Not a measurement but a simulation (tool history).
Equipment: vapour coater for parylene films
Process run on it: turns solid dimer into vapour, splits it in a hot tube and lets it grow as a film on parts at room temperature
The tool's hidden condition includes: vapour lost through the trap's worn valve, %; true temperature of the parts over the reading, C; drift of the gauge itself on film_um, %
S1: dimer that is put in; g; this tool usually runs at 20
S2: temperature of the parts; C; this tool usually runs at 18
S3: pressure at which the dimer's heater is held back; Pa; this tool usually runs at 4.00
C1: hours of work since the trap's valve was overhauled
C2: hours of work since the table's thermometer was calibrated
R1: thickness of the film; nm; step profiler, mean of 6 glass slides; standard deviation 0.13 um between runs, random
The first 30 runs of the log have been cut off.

run     day  S1  S2     S3   C1    C2     R1
 31  80.196  20  18   2.50  548  1508  16700
 32  82.104  30  18   4.00  587  1547  22640
     82.808  -- trap's valve overhauled
 33  83.738  21  18   4.00   19  1577  17130
 34  86.496  21  18   9.04   76  1634  14340
     89.258  -- table's thermometer calibrated
 35  89.650   9  13   6.97  141     8   6840
 36  91.571  13  17   6.73  180    48   9270
 37  93.408  13  17   6.73  218    86   9310
 38  95.092  20  14  10.40  253   121  13490
 39  96.925   8  21   9.59  291   159   4850

Here are 4 independent what-if runs from the current tool condition. What would each one return?
  A  99.725  20  20  4.00  349  216   ?
  B  99.725  13  18  4.00  349  216   ?
  C  99.725  35  17  4.00  349  216   ?
  D  99.725  28  11  2.24  349  216   ?

run     R1
  A  14950
  B   9990
  C  26810
  D  27180
Without the tool's hidden state the same runs would have given:
run     R1
  A  15760
  B  10530
  C  28260
  D  28650
